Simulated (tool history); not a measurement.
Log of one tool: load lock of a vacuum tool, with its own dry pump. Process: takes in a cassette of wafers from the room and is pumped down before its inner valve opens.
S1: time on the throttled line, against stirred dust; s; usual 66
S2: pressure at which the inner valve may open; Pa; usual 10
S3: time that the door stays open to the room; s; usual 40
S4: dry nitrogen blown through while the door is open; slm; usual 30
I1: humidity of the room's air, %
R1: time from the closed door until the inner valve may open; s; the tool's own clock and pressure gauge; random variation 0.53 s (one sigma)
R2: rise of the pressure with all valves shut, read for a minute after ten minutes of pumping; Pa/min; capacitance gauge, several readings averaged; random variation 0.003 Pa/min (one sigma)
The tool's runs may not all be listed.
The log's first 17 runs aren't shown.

{"run": 18, "hour": 3357.6, "S1": 66, "S2": 8, "S3": 40, "S4": 30, "I1": 45.3, "R1": 119.9, "R2": 0.202}
{"run": 19, "hour": 3632.9, "S1": 66, "S2": 15, "S3": 128, "S4": 6, "I1": 44.1, "R1": 115.6, "R2": 0.267}
{"run": 20, "hour": 3755.8, "S1": 66, "S2": 15, "S3": 128, "S4": 6, "I1": 44.5, "R1": 114.8, "R2": 0.265}
{"run": 21, "hour": 3945.0, "S1": 66, "S2": 15, "S3": 139, "S4": 25, "I1": 48.1, "R1": 116, "R2": 0.231}
{"run": 22, "hour": 4188.9, "S1": 66, "S2": 15, "S3": 139, "S4": 25, "I1": 47.3, "R1": 115, "R2": 0.234}
{"run": 23, "hour": 4453.7, "S1": 66, "S2": 17, "S3": 200, "S4": 30, "I1": 46.3, "R1": 114, "R2": 0.251}
{"run": 24, "hour": 4660.1, "S1": 66, "S2": 8, "S3": 48, "S4": 30, "I1": 46.1, "R1": 119.9, "R2": 0.24}
{"run": 25, "hour": 4812.5, "S1": 66, "S2": 8, "S3": 48, "S4": 8, "I1": 44.8, "R1": 121, "R2": 0.251}
{"run": 26, "hour": 5010.2, "S1": 66, "S2": 8, "S3": 48, "S4": 8, "I1": 44.5, "R1": 120.9, "R2": 0.247}
{"run": 27, "hour": 5192.8, "S1": 35, "S2": 15, "S3": 84, "S4": 15, "I1": 47.6, "R1": 92.2, "R2": 0.261}
{"run": 28, "hour": 5370.6, "S1": 66, "S2": 10, "S3": 54, "S4": 26, "I1": 45.6, "R1": 119.4, "R2": 0.24}
{"run": 29, "hour": 5641.9, "S1": 91, "S2": 14, "S3": 40, "S4": 30, "I1": 45.1, "R1": 136.3, "R2": 0.243}
{"run": 30, "hour": 5847.2, "S1": 74, "S2": 11, "S3": 116, "S4": 34, "I1": 44, "R1": 124.7, "R2": 0.261}
{"run": 31, "hour": 6008.9, "S1": 42, "S2": 10, "S3": 40, "S4": 7, "I1": 44.2, "R1": 100.2, "R2": 0.279}
{"run": 32, "hour": 6198.0, "S1": 42, "S2": 11, "S3": 176, "S4": 7, "I1": 43.8, "R1": 99.8, "R2": 0.325}

5 ways to go on from here, each from the tool as it stands after run 32. What would each give?
{"run": "A", "hour": 6382.4, "S1": 77, "S2": 10, "S3": 163, "S4": 7, "I1": 45.2, "R1": "?", "R2": "?"}
{"run": "B", "hour": 6382.4, "S1": 115, "S2": 10, "S3": 37, "S4": 20, "I1": 42.9, "R1": "?", "R2": "?"}
{"run": "C", "hour": 6382.4, "S1": 45, "S2": 11, "S3": 68, "S4": 7, "I1": 43.6, "R1": "?", "R2": "?"}
{"run": "D", "hour": 6382.4, "S1": 36, "S2": 10, "S3": 40, "S4": 5, "I1": 47.3, "R1": "?", "R2": "?"}
{"run": "E", "hour": 6382.4, "S1": 65, "S2": 8, "S3": 60, "S4": 30, "I1": 44.9, "R1": "?", "R2": "?"}

run=A R1=127.8 R2=0.325
run=B R1=158 R2=0.271
run=C R1=102.7 R2=0.294
run=D R1=96 R2=0.284
run=E R1=119.7 R2=0.263
Without the tool's hidden state the same runs would have given:
run=A R1=120.9 R2=0.076
run=B R1=152.2 R2=0.022
run=C R1=95.2 R2=0.046
run=D R1=88 R2=0.035
run=E R1=112.4 R2=0.015

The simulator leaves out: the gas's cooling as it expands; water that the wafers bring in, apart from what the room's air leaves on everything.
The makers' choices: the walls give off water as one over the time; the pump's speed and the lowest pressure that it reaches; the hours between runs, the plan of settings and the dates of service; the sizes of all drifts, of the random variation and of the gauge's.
